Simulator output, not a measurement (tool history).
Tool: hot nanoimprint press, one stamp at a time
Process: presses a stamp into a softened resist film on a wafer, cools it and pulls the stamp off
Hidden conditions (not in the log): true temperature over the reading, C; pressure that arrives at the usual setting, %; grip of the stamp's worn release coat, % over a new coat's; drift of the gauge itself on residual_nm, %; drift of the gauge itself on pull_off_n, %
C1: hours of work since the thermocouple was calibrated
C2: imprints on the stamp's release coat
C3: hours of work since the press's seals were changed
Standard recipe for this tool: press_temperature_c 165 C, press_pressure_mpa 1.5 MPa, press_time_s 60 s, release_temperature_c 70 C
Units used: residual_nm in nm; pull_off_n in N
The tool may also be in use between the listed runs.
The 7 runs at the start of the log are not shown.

{"run": 8, "hour": 197.0, "press_temperature_c": 165, "press_pressure_mpa": 1.41, "press_time_s": 60, "release_temperature_c": 70, "C1": 202, "C2": 1024, "C3": 483, "residual_nm": 178.2, "pull_off_n": 217}
{"run": 9, "hour": 238.7, "press_temperature_c": 165, "press_pressure_mpa": 1.41, "press_time_s": 42, "release_temperature_c": 70, "C1": 223, "C2": 1089, "C3": 504, "residual_nm": 200, "pull_off_n": 225}
{"run": 10, "hour": 281.4, "press_temperature_c": 165, "press_pressure_mpa": 1.41, "press_time_s": 42, "release_temperature_c": 70, "C1": 244, "C2": 1155, "C3": 525, "residual_nm": 198.8, "pull_off_n": 221}
{"run": 11, "hour": 320.8, "press_temperature_c": 165, "press_pressure_mpa": 1.5, "press_time_s": 60, "release_temperature_c": 70, "C1": 264, "C2": 1217, "C3": 545, "residual_nm": 171.7, "pull_off_n": 229}
{"run": 12, "hour": 349.5, "press_temperature_c": 165, "press_pressure_mpa": 1.5, "press_time_s": 60, "release_temperature_c": 70, "C1": 279, "C2": 1261, "C3": 560, "residual_nm": 170.7, "pull_off_n": 234}
{"hour": 391.0, "done": "plate thermocouple calibrated"}
{"run": 13, "hour": 391.2, "press_temperature_c": 165, "press_pressure_mpa": 1.87, "press_time_s": 60, "release_temperature_c": 70, "C1": 0, "C2": 1322, "C3": 579, "residual_nm": 173.5, "pull_off_n": 236}
{"run": 14, "hour": 426.5, "press_temperature_c": 165, "press_pressure_mpa": 1.87, "press_time_s": 60, "release_temperature_c": 70, "C1": 18, "C2": 1377, "C3": 597, "residual_nm": 172.5, "pull_off_n": 245}
{"run": 15, "hour": 459.0, "press_temperature_c": 165, "press_pressure_mpa": 1.5, "press_time_s": 60, "release_temperature_c": 59, "C1": 34, "C2": 1427, "C3": 613, "residual_nm": 186.4, "pull_off_n": 299}
{"run": 16, "hour": 481.4, "press_temperature_c": 156, "press_pressure_mpa": 1.09, "press_time_s": 57, "release_temperature_c": 69, "C1": 46, "C2": 1462, "C3": 625, "residual_nm": 304.1, "pull_off_n": 250}
{"run": 17, "hour": 515.7, "press_temperature_c": 157, "press_pressure_mpa": 1.72, "press_time_s": 44, "release_temperature_c": 57, "C1": 63, "C2": 1516, "C3": 642, "residual_nm": 285.3, "pull_off_n": 319}
{"run": 18, "hour": 548.1, "press_temperature_c": 155, "press_pressure_mpa": 1.21, "press_time_s": 118, "release_temperature_c": 64, "C1": 79, "C2": 1566, "C3": 658, "residual_nm": 273.6, "pull_off_n": 282}
{"run": 19, "hour": 569.0, "press_temperature_c": 168, "press_pressure_mpa": 1.5, "press_time_s": 60, "release_temperature_c": 70, "C1": 90, "C2": 1599, "C3": 669, "residual_nm": 154.2, "pull_off_n": 260}
{"run": 20, "hour": 588.4, "press_temperature_c": 168, "press_pressure_mpa": 1.54, "press_time_s": 60, "release_temperature_c": 58, "C1": 99, "C2": 1629, "C3": 678, "residual_nm": 152.3, "pull_off_n": 318}
{"run": 21, "hour": 612.2, "press_temperature_c": 168, "press_pressure_mpa": 1.54, "press_time_s": 60, "release_temperature_c": 58, "C1": 111, "C2": 1666, "C3": 690, "residual_nm": 152, "pull_off_n": 331}
{"hour": 627.7, "done": "stamp cleaned and given a new release coat"}
{"run": 22, "hour": 644.7, "press_temperature_c": 165, "press_pressure_mpa": 1.57, "press_time_s": 60, "release_temperature_c": 70, "C1": 125, "C2": 26, "C3": 704, "residual_nm": 180.5, "pull_off_n": 182}
{"run": 23, "hour": 681.4, "press_temperature_c": 165, "press_pressure_mpa": 1.57, "press_time_s": 60, "release_temperature_c": 70, "C1": 143, "C2": 84, "C3": 722, "residual_nm": 181.7, "pull_off_n": 189}
{"run": 24, "hour": 724.5, "press_temperature_c": 175, "press_pressure_mpa": 1.39, "press_time_s": 51, "release_temperature_c": 70, "C1": 165, "C2": 151, "C3": 744, "residual_nm": 108.9, "pull_off_n": 195}
{"run": 25, "hour": 756.2, "press_temperature_c": 165, "press_pressure_mpa": 2.08, "press_time_s": 59, "release_temperature_c": 56, "C1": 181, "C2": 200, "C3": 760, "residual_nm": 161.9, "pull_off_n": 262}
{"run": 26, "hour": 785.8, "press_temperature_c": 166, "press_pressure_mpa": 2.08, "press_time_s": 60, "release_temperature_c": 65, "C1": 196, "C2": 246, "C3": 775, "residual_nm": 151.1, "pull_off_n": 212}
{"run": 27, "hour": 815.2, "press_temperature_c": 166, "press_pressure_mpa": 1.56, "press_time_s": 36, "release_temperature_c": 74, "C1": 211, "C2": 292, "C3": 790, "residual_nm": 201, "pull_off_n": 174}
{"run": 28, "hour": 836.2, "press_temperature_c": 164, "press_pressure_mpa": 0.92, "press_time_s": 36, "release_temperature_c": 74, "C1": 221, "C2": 325, "C3": 800, "residual_nm": 257.8, "pull_off_n": 177}
{"run": 29, "hour": 872.9, "press_temperature_c": 165, "press_pressure_mpa": 1.5, "press_time_s": 60, "release_temperature_c": 68, "C1": 240, "C2": 382, "C3": 819, "residual_nm": 181.6, "pull_off_n": 205}
{"run": 30, "hour": 898.2, "press_temperature_c": 165, "press_pressure_mpa": 1.5, "press_time_s": 57, "release_temperature_c": 78, "C1": 253, "C2": 421, "C3": 831, "residual_nm": 183.4, "pull_off_n": 163}

Consider 3 possible next runs. They are alternatives, not a sequence: every one starts from the tool as it was left by run 30. What does each give?
{"run": "A", "hour": 935.9, "press_temperature_c": 165, "press_pressure_mpa": 1.5, "press_time_s": 80, "release_temperature_c": 78, "C1": 272, "C2": 480, "C3": 850, "residual_nm": "?", "pull_off_n": "?"}
{"run": "B", "hour": 935.9, "press_temperature_c": 165, "press_pressure_mpa": 1.5, "press_time_s": 60, "release_temperature_c": 66, "C1": 272, "C2": 480, "C3": 850, "residual_nm": "?", "pull_off_n": "?"}
{"run": "C", "hour": 935.9, "press_temperature_c": 163, "press_pressure_mpa": 1.5, "press_time_s": 60, "release_temperature_c": 70, "C1": 272, "C2": 480, "C3": 850, "residual_nm": "?", "pull_off_n": "?"}

run=A residual_nm=161.5 pull_off_n=159
run=B residual_nm=180.5 pull_off_n=224
run=C residual_nm=202.5 pull_off_n=197
Without the tool's hidden state the same runs would have given:
run=A residual_nm=161.9 pull_off_n=147
run=B residual_nm=180.9 pull_off_n=206
run=C residual_nm=203.1 pull_off_n=182
